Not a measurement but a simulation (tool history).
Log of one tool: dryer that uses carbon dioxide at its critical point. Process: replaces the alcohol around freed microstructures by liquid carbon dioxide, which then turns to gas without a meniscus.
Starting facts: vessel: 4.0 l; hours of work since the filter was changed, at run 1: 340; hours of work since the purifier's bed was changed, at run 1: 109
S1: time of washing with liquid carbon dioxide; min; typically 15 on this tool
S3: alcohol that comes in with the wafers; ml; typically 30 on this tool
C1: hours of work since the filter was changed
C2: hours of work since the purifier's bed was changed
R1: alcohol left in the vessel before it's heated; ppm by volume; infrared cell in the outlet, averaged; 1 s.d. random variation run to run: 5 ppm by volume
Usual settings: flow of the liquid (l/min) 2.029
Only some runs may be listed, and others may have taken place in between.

{"run": 1, "day": 0.0, "S1": 15, "flow of the liquid (l/min)": 2.029, "S3": 30, "C1": 340, "C2": 109, "R1": 38}
{"run": 2, "day": 0.238, "S1": 16, "flow of the liquid (l/min)": 2.029, "S3": 30, "C1": 342, "C2": 111, "R1": 32}
{"run": 3, "day": 0.596, "S1": 16, "flow of the liquid (l/min)": 2.029, "S3": 30, "C1": 346, "C2": 115, "R1": 40}
{"run": 4, "day": 0.846, "S1": 16, "flow of the liquid (l/min)": 2.029, "S3": 30, "C1": 348, "C2": 117, "R1": 32}
{"run": 5, "day": 1.158, "S1": 16, "flow of the liquid (l/min)": 2.029, "S3": 30, "C1": 351, "C2": 120, "R1": 41}
{"run": 6, "day": 1.392, "S1": 15, "flow of the liquid (l/min)": 1.32, "S3": 30, "C1": 354, "C2": 122, "R1": 119}
{"run": 7, "day": 1.783, "S1": 15, "flow of the liquid (l/min)": 2.029, "S3": 30, "C1": 357, "C2": 126, "R1": 46}
{"run": 8, "day": 2.0, "S1": 15, "flow of the liquid (l/min)": 2.029, "S3": 68, "C1": 359, "C2": 128, "R1": 46}
{"run": 9, "day": 2.317, "S1": 10, "flow of the liquid (l/min)": 2.029, "S3": 68, "C1": 363, "C2": 131, "R1": 207}
{"run": 10, "day": 2.654, "S1": 15, "flow of the liquid (l/min)": 2.029, "S3": 85, "C1": 366, "C2": 134, "R1": 58}
{"run": 11, "day": 2.829, "S1": 15, "flow of the liquid (l/min)": 2.029, "S3": 85, "C1": 367, "C2": 136, "R1": 54}
{"run": 12, "day": 3.096, "S1": 15, "flow of the liquid (l/min)": 2.95, "S3": 85, "C1": 370, "C2": 139, "R1": 25}
{"run": 13, "day": 3.362, "S1": 15, "flow of the liquid (l/min)": 2.029, "S3": 30, "C1": 373, "C2": 141, "R1": 51}
{"run": 14, "day": 3.546, "S1": 15, "flow of the liquid (l/min)": 2.029, "S3": 30, "C1": 374, "C2": 143, "R1": 44}
{"run": 15, "day": 3.796, "S1": 15, "flow of the liquid (l/min)": 2.029, "S3": 30, "C1": 377, "C2": 145, "R1": 43}
{"run": 16, "day": 4.2, "S1": 15, "flow of the liquid (l/min)": 2.029, "S3": 30, "C1": 381, "C2": 149, "R1": 46}
{"run": 17, "day": 4.467, "S1": 15, "flow of the liquid (l/min)": 2.029, "S3": 30, "C1": 383, "C2": 152, "R1": 49}
{"run": 18, "day": 4.771, "S1": 15, "flow of the liquid (l/min)": 2.029, "S3": 30, "C1": 386, "C2": 155, "R1": 49}
{"run": 19, "day": 4.954, "S1": 15, "flow of the liquid (l/min)": 2.029, "S3": 30, "C1": 388, "C2": 157, "R1": 43}
{"run": 20, "day": 5.238, "S1": 15, "flow of the liquid (l/min)": 1.85, "S3": 30, "C1": 391, "C2": 159, "R1": 51}
{"run": 21, "day": 5.483, "S1": 15, "flow of the liquid (l/min)": 1.85, "S3": 30, "C1": 393, "C2": 162, "R1": 56}
{"run": 22, "day": 5.846, "S1": 15, "flow of the liquid (l/min)": 1.85, "S3": 30, "C1": 397, "C2": 165, "R1": 59}
{"run": 23, "day": 6.058, "S1": 15, "flow of the liquid (l/min)": 1.85, "S3": 30, "C1": 399, "C2": 167, "R1": 63}
{"run": 24, "day": 6.467, "S1": 15, "flow of the liquid (l/min)": 2.029, "S3": 111, "C1": 403, "C2": 171, "R1": 78}
{"run": 25, "day": 6.738, "S1": 17, "flow of the liquid (l/min)": 2.029, "S3": 21, "C1": 405, "C2": 174, "R1": 52}
{"run": 26, "day": 7.079, "S1": 15, "flow of the liquid (l/min)": 2.029, "S3": 79, "C1": 409, "C2": 177, "R1": 65}
{"run": 27, "day": 7.275, "S1": 15, "flow of the liquid (l/min)": 2.029, "S3": 42, "C1": 410, "C2": 179, "R1": 50}
{"run": 28, "day": 7.633, "S1": 15, "flow of the liquid (l/min)": 1.79, "S3": 56, "C1": 414, "C2": 183, "R1": 82}
{"run": 29, "day": 7.958, "S1": 21, "flow of the liquid (l/min)": 2.029, "S3": 39, "C1": 417, "C2": 186, "R1": 53}
{"run": 30, "day": 8.217, "S1": 14, "flow of the liquid (l/min)": 2.029, "S3": 102, "C1": 420, "C2": 188, "R1": 87}
{"run": 31, "day": 8.567, "S1": 14, "flow of the liquid (l/min)": 2.029, "S3": 102, "C1": 423, "C2": 192, "R1": 98}
{"run": 32, "day": 8.908, "S1": 14, "flow of the liquid (l/min)": 2.029, "S3": 102, "C1": 426, "C2": 195, "R1": 99}
{"run": 33, "day": 9.146, "S1": 14, "flow of the liquid (l/min)": 2.029, "S3": 102, "C1": 429, "C2": 197, "R1": 82}
{"run": 34, "day": 9.525, "S1": 14, "flow of the liquid (l/min)": 2.029, "S3": 102, "C1": 432, "C2": 201, "R1": 86}
{"run": 35, "day": 9.733, "S1": 14, "flow of the liquid (l/min)": 1.95, "S3": 21, "C1": 434, "C2": 203, "R1": 70}
{"run": 36, "day": 10.05, "S1": 14, "flow of the liquid (l/min)": 2.03, "S3": 113, "C1": 437, "C2": 206, "R1": 88}
{"run": 37, "day": 10.408, "S1": 14, "flow of the liquid (l/min)": 2.03, "S3": 113, "C1": 441, "C2": 209, "R1": 97}
{"run": 38, "day": 10.762, "S1": 22, "flow of the liquid (l/min)": 2.029, "S3": 72, "C1": 444, "C2": 213, "R1": 46}
{"run": 39, "day": 10.983, "S1": 19, "flow of the liquid (l/min)": 2.19, "S3": 99, "C1": 446, "C2": 215, "R1": 58}
{"run": 40, "day": 11.292, "S1": 17, "flow of the liquid (l/min)": 3.14, "S3": 30, "C1": 449, "C2": 218, "R1": 46}
{"run": 41, "day": 11.492, "S1": 21, "flow of the liquid (l/min)": 2.27, "S3": 79, "C1": 451, "C2": 220, "R1": 46}
{"run": 42, "day": 11.708, "S1": 21, "flow of the liquid (l/min)": 2.27, "S3": 79, "C1": 453, "C2": 222, "R1": 51}
{"run": 43, "day": 12.067, "S1": 21, "flow of the liquid (l/min)": 2.27, "S3": 79, "C1": 457, "C2": 225, "R1": 48}
{"run": 44, "day": 12.283, "S1": 18, "flow of the liquid (l/min)": 1.71, "S3": 21, "C1": 459, "C2": 228, "R1": 60}
{"run": 45, "day": 12.517, "S1": 18, "flow of the liquid (l/min)": 1.71, "S3": 87, "C1": 461, "C2": 230, "R1": 79}
{"run": 46, "day": 12.917, "S1": 18, "flow of the liquid (l/min)": 1.71, "S3": 87, "C1": 465, "C2": 234, "R1": 75}
{"run": 47, "day": 13.196, "S1": 18, "flow of the liquid (l/min)": 1.7, "S3": 84, "C1": 468, "C2": 236, "R1": 79}
{"run": 48, "day": 13.583, "S1": 18, "flow of the liquid (l/min)": 3.1, "S3": 21, "C1": 472, "C2": 240, "R1": 50}

Some steps in R1, run to run, broken into two amounts with sign: the step expected even without the hidden condition (settings, incoming material, random variation), and the rest, left for the hidden condition together with whatever gauge scatter is not in both the measured and the hidden-condition-free result:
Hidden state at play: flow that reaches the vessel past the clogged filter, %; alcohol in the recycled carbon dioxide, ppm; drift of the gauge itself on alcohol_ppm, %.
Run 5 -> 6: S1 16 -> 15, flow of the liquid (l/min) 2.029 -> 1.320. R1 +78 ppm by volume: hidden state +17, all else +61.
Run 8 -> 9: S1 15 -> 10. R1 +161 ppm by volume: hidden state +34, all else +127.
Run 9 -> 10: S1 10 -> 15, S3 68 -> 85. R1 -149 ppm by volume: hidden state -33, all else -116.
Run 37 -> 38: S1 14 -> 22, flow of the liquid (l/min) 2.030 -> 2.029, S3 113 -> 72. R1 -51 ppm by volume: hidden state -18, all else -33.
